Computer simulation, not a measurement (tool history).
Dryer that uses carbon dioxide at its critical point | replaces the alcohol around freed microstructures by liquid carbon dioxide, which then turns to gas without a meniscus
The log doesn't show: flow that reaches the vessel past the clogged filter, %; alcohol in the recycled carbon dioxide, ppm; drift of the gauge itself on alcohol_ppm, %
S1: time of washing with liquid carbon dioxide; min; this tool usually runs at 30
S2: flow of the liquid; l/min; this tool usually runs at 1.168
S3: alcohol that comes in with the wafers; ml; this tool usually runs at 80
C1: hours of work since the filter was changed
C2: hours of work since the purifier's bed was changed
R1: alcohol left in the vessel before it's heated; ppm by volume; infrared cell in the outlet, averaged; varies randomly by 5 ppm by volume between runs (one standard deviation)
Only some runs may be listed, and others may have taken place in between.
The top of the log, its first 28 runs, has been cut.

run,day,S1,S2,S3,C1,C2,R1
29,18.579,20,1.168,24,46,380,146
30,19.117,20,1.168,24,50,384,153
31,19.875,25,0.74,66,56,390,406
32,20.546,25,0.74,66,61,395,409
33,21.35,25,0.74,66,67,401,418
34,22.296,25,0.74,66,74,408,415
35,23.25,25,0.74,66,82,415,426
36,24.071,25,0.74,66,88,422,420
37,24.7,25,0.74,66,93,427,428
38,25.279,25,0.74,66,97,431,427
39,26.054,23,1.17,60,103,437,160
40,26.908,21,0.87,51,110,443,372
41,27.842,30,1.168,80,117,451,131
42,28.558,33,1.16,52,122,456,119
43,29.421,33,1.16,52,129,463,130
44,29.871,36,0.91,88,132,466,146
45,30.621,24,0.91,88,138,472,360
46,31.371,25,1.38,40,144,478,124
47,31.904,34,1.25,80,148,482,129

Below are 4 alternative next runs, each starting from the tool's condition after run 47. Predict each:
A,32.625,35,1.168,47,153,487,?
B,32.625,21,1.06,63,153,487,?
C,32.625,27,0.77,26,153,487,?
D,32.625,43,1.49,80,153,487,?

run,R1
A,135
B,285
C,216
D,138
Without the tool's unlogged condition, the same runs would have read:
run,R1
A,10
B,131
C,80
D,12
